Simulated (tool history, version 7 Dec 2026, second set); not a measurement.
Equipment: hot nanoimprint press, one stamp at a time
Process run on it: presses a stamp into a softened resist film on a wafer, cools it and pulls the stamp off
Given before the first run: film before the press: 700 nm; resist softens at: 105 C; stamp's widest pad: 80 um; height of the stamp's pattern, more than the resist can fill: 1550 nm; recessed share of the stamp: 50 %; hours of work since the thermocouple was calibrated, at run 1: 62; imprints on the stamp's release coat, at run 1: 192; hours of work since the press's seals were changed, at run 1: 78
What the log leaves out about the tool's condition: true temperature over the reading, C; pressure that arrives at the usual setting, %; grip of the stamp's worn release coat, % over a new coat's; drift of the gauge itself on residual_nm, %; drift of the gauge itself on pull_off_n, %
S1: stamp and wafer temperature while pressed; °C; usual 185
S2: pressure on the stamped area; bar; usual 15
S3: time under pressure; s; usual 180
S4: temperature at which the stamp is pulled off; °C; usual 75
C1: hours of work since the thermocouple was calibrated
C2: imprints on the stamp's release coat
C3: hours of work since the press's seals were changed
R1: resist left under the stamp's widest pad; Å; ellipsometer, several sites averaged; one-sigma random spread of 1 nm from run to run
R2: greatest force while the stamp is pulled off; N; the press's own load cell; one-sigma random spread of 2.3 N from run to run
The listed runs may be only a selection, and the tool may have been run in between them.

| run | hour | S1 | S2 | S3 | S4 | C1 | C2 | C3 | R1 | R2 |
|---|---|---|---|---|---|---|---|---|---|---|
| 1 | 0.0 | 185 | 15 | 180 | 75 | 62 | 192 | 78 | 3645 | 125 |
| 2 | 23.9 | 185 | 15 | 110 | 75 | 73 | 253 | 89 | 4257 | 133 |
| 3 | 43.7 | 185 | 15 | 110 | 75 | 83 | 303 | 98 | 4236 | 133 |
| 4 | 71.6 | 185 | 15 | 180 | 75 | 96 | 374 | 112 | 3692 | 139 |
| 5 | 91.3 | 185 | 15 | 180 | 75 | 106 | 424 | 121 | 3676 | 141 |
| 6 | 118.2 | 185 | 15 | 180 | 75 | 118 | 493 | 134 | 3699 | 138 |
| 7 | 144.8 | 185 | 15 | 180 | 75 | 131 | 560 | 147 | 3694 | 143 |
| 8 | 158.4 | 185 | 15 | 180 | 75 | 138 | 595 | 153 | 3700 | 148 |
| 9 | 189.0 | 185 | 15 | 180 | 75 | 152 | 672 | 168 | 3686 | 147 |
| 10 | 212.1 | 185 | 15 | 180 | 75 | 163 | 731 | 179 | 3698 | 149 |
| 11 | 227.6 | 185 | 15 | 180 | 75 | 171 | 771 | 186 | 3695 | 153 |
|  | 235.6 | stamp cleaned and given a new release coat |
| 12 | 266.2 | 185 | 15 | 180 | 75 | 186 | 78 | 202 | 3706 | 124 |
|  | 271.2 | plate thermocouple calibrated |
| 13 | 294.8 | 185 | 15 | 180 | 75 | 11 | 143 | 214 | 3735 | 128 |
| 14 | 317.4 | 185 | 15 | 180 | 75 | 22 | 200 | 225 | 3737 | 133 |
| 15 | 335.1 | 185 | 15 | 180 | 75 | 30 | 245 | 233 | 3745 | 133 |
|  | 353.7 | plate thermocouple calibrated, once more |
| 16 | 358.0 | 178 | 15 | 180 | 81 | 2 | 295 | 242 | 4332 | 117 |
| 17 | 375.9 | 178 | 15 | 180 | 81 | 11 | 341 | 251 | 4339 | 120 |
| 18 | 406.6 | 178 | 15 | 180 | 81 | 25 | 419 | 266 | 4362 | 125 |

Run 19, settings as shown, results not yet in. Your forecast:
| 19 | 432.3 | 185 | 15 | 180 | 63 | 37 | 484 | 278 | ? | ? |

Run 19 measured R1 3651 Å, R2 163 N.
Take away the tool's hidden state, keep the run-to-run variation as it was, and the same run would have given R1 3626 Å, R2 140 N.
